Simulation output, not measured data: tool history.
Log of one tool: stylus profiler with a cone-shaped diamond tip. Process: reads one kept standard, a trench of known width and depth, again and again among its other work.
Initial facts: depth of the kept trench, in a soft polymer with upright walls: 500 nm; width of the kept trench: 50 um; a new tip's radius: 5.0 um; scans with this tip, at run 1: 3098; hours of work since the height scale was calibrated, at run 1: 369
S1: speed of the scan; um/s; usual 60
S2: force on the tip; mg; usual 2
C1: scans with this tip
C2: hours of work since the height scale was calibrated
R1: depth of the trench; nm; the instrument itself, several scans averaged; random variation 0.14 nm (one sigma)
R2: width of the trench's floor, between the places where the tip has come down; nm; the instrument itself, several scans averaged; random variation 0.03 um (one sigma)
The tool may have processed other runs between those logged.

run,hour,S1,S2,C1,C2,R1,R2
1,0,60,2,3098,369,508.24,44580
2,22.3,60,2,3218,383,508.29,44510
3,44.1,60,2,3337,398,508.25,44530
4,57,60,2,3407,406,508.46,44480
5,76.3,60,2,3511,418,508.3,44540
6,90,60,2.54,3585,427,509.66,44550
7,109.5,60,2.54,3691,440,509.82,44490
8,121.6,60,2.54,3757,448,509.81,44440
9,139.6,60,2.54,3854,459,509.8,44420
10,151.3,158,2.54,3918,467,509.82,43890
11,163.2,158,2.54,3982,474,509.88,43800
12,187.2,158,2.54,4112,490,509.97,43830
13,211.9,158,2.54,4246,506,510.31,43750
14,236.2,71,2,4378,522,508.6,44250
15,249.6,71,2,4450,530,508.43,44210
# hour 251.1: height scale calibrated on a step standard
16,265,71,2,4531,9,509.24,44240
17,277.7,60,2,4600,17,509.23,44190
18,301.6,39,2,4730,33,509.14,44360
19,322,60,1.2,4840,46,507.26,44050
# hour 332.8: height scale calibrated on a step standard, once more
20,341.5,60,1.2,4943,6,505.24,44070
21,361.2,60,1.2,5050,18,505.33,44090
22,381.7,60,0.78,5161,32,503.83,43890
23,403.9,60,0.78,5282,46,504.2,43900
24,424.6,17,3.08,5394,59,509.99,44420
25,447.6,17,3.08,5518,74,510.19,44420
26,460.5,140,5.26,5588,82,514.17,43840
27,476.2,140,5.26,5673,93,514.4,43840
28,492.6,119,1.23,5762,103,505.52,43380
29,502.7,33,1.82,5817,110,507.31,44180
30,524.6,33,1.82,5936,124,507.2,44220

For run 31, what comes out?
31,541.4,33,1.82,6027,135,?,?

R1: 507.3 nm
R2: 44160 nm
If the tool had no hidden condition, the same run with the same run-to-run variation would have returned R1 507.01 nm, R2 45390 nm.

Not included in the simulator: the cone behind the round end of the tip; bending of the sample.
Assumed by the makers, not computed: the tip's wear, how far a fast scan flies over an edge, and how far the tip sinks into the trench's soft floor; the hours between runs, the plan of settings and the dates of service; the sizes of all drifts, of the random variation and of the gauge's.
